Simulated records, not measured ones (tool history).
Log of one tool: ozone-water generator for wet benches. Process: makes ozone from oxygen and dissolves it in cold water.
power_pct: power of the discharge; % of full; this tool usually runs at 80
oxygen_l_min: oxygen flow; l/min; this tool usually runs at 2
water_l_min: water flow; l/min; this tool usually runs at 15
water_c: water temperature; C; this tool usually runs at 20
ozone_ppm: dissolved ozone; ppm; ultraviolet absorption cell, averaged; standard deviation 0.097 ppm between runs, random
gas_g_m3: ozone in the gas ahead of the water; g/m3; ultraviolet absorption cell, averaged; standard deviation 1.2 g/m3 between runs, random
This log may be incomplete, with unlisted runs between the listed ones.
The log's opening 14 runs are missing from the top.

run,day,power_pct,oxygen_l_min,water_l_min,water_c,ozone_ppm,gas_g_m3
15,20.696,80,2,16,20,12.27,220
16,22.488,80,2,16,20,12.48,222.1
17,23.933,80,2,16,20,12.13,224.3
18,25.017,80,2,16,20,12.42,222.1
19,26.704,80,3.2,14,20,14.86,174.8
20,28.204,80,2,12,21,16.01,221.2
21,29.321,80,2,12,21,15.72,223.9
22,30.962,93,2,14,20,15.76,249.2
23,32.942,72,2,10,23,16.78,203.4
24,33.779,72,2,10,23,16.74,204.8
25,34.821,87,2,18,20,11.53,236.6
26,35.808,87,2,18,14,12.16,236.5
27,36.833,53,1.29,15,20,8.61,199.4
28,38.862,53,1.29,15,20,8.58,198.8
29,40.367,80,1.33,12,20,14.98,272.9
30,42.038,82,2,15,23,12.9,227
31,43.35,81,3.48,21,17,10.66,169.6
32,45.162,81,3.48,21,17,10.94,166.9
33,47.083,81,1.2,21,13,8.31,290.8

What if the next run were any one of these 4? Each begins from the tool's condition after run 33:
A,48.712,69,2,15,20,?,?
B,48.712,81,1.2,16,18,?,?
C,48.712,81,1.2,21,21,?,?
D,48.712,80,1.85,12,22,?,?

run,ozone_ppm,gas_g_m3
A,11.73,198.1
B,11.08,290
C,8.06,290.7
D,15.62,229.2
What these runs would have given with no unlogged condition in the tool:
run,ozone_ppm,gas_g_m3
A,11.73,198.1
B,11.09,290
C,8.06,290.7
D,15.63,229.3

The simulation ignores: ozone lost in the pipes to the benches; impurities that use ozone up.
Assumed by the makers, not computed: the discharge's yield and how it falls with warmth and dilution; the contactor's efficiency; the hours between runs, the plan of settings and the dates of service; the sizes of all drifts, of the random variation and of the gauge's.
